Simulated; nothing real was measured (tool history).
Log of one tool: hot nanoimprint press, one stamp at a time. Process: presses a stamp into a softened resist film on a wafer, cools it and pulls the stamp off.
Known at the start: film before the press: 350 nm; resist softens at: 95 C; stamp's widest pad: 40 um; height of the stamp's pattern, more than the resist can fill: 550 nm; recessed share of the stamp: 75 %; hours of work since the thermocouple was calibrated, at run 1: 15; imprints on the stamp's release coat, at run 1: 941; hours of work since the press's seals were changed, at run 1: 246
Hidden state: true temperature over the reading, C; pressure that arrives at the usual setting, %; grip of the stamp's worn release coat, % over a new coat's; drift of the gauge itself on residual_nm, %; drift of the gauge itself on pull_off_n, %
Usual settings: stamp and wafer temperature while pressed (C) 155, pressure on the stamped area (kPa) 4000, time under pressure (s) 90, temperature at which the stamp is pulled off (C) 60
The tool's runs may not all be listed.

run	hour	stamp and wafer temperature while pressed (C)	pressure on the stamped area (kPa)	time under pressure (s)	temperature at which the stamp is pulled off (C)	hours of work since the thermocouple was calibrated	imprints on the stamp's release coat	hours of work since the press's seals were changed	resist left under the stamp's widest pad (nm)	greatest force while the stamp is pulled off (N)
1	0	155	4000	90	60	15	941	246	159.3	145
2	14.4	155	4000	90	60	22	986	253	159	143
3	37.6	165	4000	90	60	32	1058	263	109.8	147
4	50.7	165	4000	90	60	38	1099	269	109.1	146
5	70.5	165	4000	90	60	47	1161	278	109.8	152
6	81.8	155	4000	156	60	52	1196	283	130.3	157
7	104.4	155	4000	156	60	62	1266	293	131.2	159
8	115	155	4000	90	60	66	1300	298	157.8	156
9	133.3	155	4000	90	60	75	1357	306	160.1	159
10	144.5	155	4000	90	46	80	1391	311	158.2	188
11	155.1	155	4000	90	53	84	1424	316	157.8	176
12	177.4	155	4000	90	53	94	1494	326	159.9	177
# hour 182.4: plate thermocouple calibrated
13	193.9	155	4000	90	53	5	1536	332	160.8	173
14	204.7	156	3870	51	49	10	1569	337	189.3	187
15	227.9	158	4140	137	64	20	1641	347	120.7	160
16	244.2	147	4140	63	64	28	1692	354	235.3	163
# hour 264.6: plate thermocouple calibrated, once more
17	269.7	166	4000	68	60	2	1762	364	116.5	172
18	291.4	166	4000	68	60	12	1830	374	116.9	175
19	304.3	166	4000	68	60	18	1870	380	117.1	174
20	326.1	155	2970	90	60	27	1938	389	185	180
21	342.1	151	3420	90	60	35	1988	397	203	181
22	353.9	146	3800	64	60	40	2025	402	246.4	179
23	368.7	147	4000	153	65	47	2070	408	185.2	165
24	389.2	164	4000	117	65	56	2134	418	104.1	173
25	406.7	164	4000	61	51	64	2189	426	134.1	207

Forecast each of these 3 alternatives for the next run:
A	418.6	155	3980	90	60	69	2226	431	?	?
B	418.6	166	4000	90	60	69	2226	431	?	?
C	418.6	155	4000	129	60	69	2226	431	?	?

run	resist left under the stamp's widest pad (nm)	greatest force while the stamp is pulled off (N)
A	164.4	187
B	107.8	181
C	145.1	183
Without the tool's hidden state the same runs would have given:
run	resist left under the stamp's widest pad (nm)	greatest force while the stamp is pulled off (N)
A	160.2	118
B	104.9	114
C	141.2	115

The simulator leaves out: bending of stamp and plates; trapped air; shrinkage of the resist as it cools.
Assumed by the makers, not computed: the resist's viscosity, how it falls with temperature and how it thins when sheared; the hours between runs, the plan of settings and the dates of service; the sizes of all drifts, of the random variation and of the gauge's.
